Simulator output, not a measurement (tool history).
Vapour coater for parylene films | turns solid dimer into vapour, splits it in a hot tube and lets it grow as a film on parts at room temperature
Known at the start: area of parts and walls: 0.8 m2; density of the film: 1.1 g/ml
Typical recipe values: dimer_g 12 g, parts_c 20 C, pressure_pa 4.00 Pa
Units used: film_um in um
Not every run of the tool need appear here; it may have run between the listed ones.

run 1 day=0.000 | dimer_g=12 parts_c=20 pressure_pa=4.00 | film_um=9.38
run 2 day=0.621 | dimer_g=12 parts_c=24 pressure_pa=4.00 | film_um=8.64
run 3 day=1.138 | dimer_g=12 parts_c=24 pressure_pa=4.00 | film_um=8.67
run 4 day=1.917 | dimer_g=12 parts_c=24 pressure_pa=4.00 | film_um=8.57
run 5 day=2.892 | dimer_g=5 parts_c=20 pressure_pa=4.00 | film_um=3.81
run 6 day=3.646 | dimer_g=5 parts_c=20 pressure_pa=4.00 | film_um=3.91
run 7 day=4.125 | dimer_g=5 parts_c=20 pressure_pa=4.00 | film_um=3.87
run 8 day=4.921 | dimer_g=9 parts_c=22 pressure_pa=6.69 | film_um=6.20

What will run 9 give?
run 9 day=5.950 | dimer_g=9 parts_c=22 pressure_pa=6.69 | film_um=?

For run 9 the tool returned film_um 6.31 um.
With no hidden state in the tool, this same run would have given film_um 6.33 um.

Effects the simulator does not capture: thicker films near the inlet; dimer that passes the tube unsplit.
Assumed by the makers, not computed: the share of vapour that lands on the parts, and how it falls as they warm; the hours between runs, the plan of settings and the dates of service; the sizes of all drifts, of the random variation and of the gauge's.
